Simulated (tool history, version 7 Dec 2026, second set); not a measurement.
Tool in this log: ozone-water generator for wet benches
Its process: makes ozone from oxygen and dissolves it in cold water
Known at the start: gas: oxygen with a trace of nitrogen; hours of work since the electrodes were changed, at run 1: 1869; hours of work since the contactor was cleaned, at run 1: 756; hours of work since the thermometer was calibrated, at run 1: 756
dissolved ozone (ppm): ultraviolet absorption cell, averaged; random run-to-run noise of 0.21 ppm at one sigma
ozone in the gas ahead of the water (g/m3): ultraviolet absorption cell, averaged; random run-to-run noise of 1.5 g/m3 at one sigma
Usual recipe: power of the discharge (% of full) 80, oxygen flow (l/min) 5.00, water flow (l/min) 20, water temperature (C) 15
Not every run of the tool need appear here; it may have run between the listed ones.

run     day  power of the discharge (% of full)  oxygen flow (l/min)  water flow (l/min)  water temperature (C)  hours of work since the electrodes were changed  hours of work since the contactor was cleaned  hours of work since the thermometer was calibrated  dissolved ozone (ppm)  ozone in the gas ahead of the water (g/m3)
  1   0.000                                  80                 5.00                  20                     15                                             1869                                            756                                                 756                   31.3                                       289.8
  2   1.550                                  80                 5.00                  20                     15                                             1897                                            784                                                 784                   31.6                                       287.5
  3   3.533                                  80                 5.00                  20                     22                                             1934                                            821                                                 821                   28.6                                       291.1
  4   6.088                                  80                 5.00                  20                     22                                             1981                                            868                                                 868                   28.5                                       290.2
  5   7.833                                  80                 5.00                  20                      8                                             2013                                            900                                                 900                   34.1                                       288.3
  6  10.192                                  45                 5.00                  20                      8                                             2056                                            943                                                 943                   19.9                                       169.0
  7  11.517                                  80                 5.00                  18                     15                                             2081                                            968                                                 968                   34.2                                       286.1
  8  13.079                                  80                 5.00                  18                     15                                             2109                                            996                                                 996                   34.6                                       291.0
  9  15.829                                  80                 5.00                  18                     15                                             2160                                           1047                                                1047                   34.2                                       287.6
 10  18.592                                  80                 5.00                  18                     15                                             2211                                           1098                                                1098                   34.2                                       290.4
 11  20.504                                  80                 5.00                  18                     15                                             2246                                           1133                                                1133                   34.0                                       291.3
 12  21.658                                  80                 5.00                  20                     10                                             2267                                           1154                                                1154                   33.4                                       289.8
 13  22.804                                  80                 4.07                  20                     10                                             2288                                           1175                                                1175                   32.8                                       324.2
 14  24.554                                  57                 4.79                  20                     15                                             2321                                           1208                                                1208                   22.9                                       216.1
 15  26.054                                  42                 5.00                  20                     19                                             2348                                           1235                                                1235                   16.1                                       158.5
 16  28.433                                  42                 5.00                  20                     19                                             2392                                           1279                                                1279                   16.0                                       157.6
 17  30.858                                  42                 5.00                  20                     19                                             2437                                           1324                                                1324                   16.2                                       157.4
 18  32.979                                  44                 5.00                  20                      9                                             2476                                           1363                                                1363                   19.5                                       163.9
 19  35.604                                  80                 5.00                  22                     17                                             2524                                           1411                                                1411                   28.4                                       287.3
 20  38.221                                  80                 5.00                  31                      8                                             2572                                           1459                                                1459                   22.6                                       287.2

Each row is a separate what-if for the run after 20, all from the same tool condition, not one after another. Results?
  A  40.125                                  44                 5.00                  31                      8                                             2607                                           1494                                                1494                      ?                                           ?
  B  40.125                                  40                 5.00                  20                     15                                             2607                                           1494                                                1494                      ?                                           ?
  C  40.125                                  98                 5.00                  31                     22                                             2607                                           1494                                                1494                      ?                                           ?

run  dissolved ozone (ppm)  ozone in the gas ahead of the water (g/m3)
  A                   13.1                                       166.1
  B                   16.5                                       151.0
  C                   24.0                                       348.5
With the hidden condition removed and each run's random variation left untouched, the same runs would have given:
run  dissolved ozone (ppm)  ozone in the gas ahead of the water (g/m3)
  A                   13.1                                       166.2
  B                   16.5                                       151.1
  C                   24.1                                       349.0
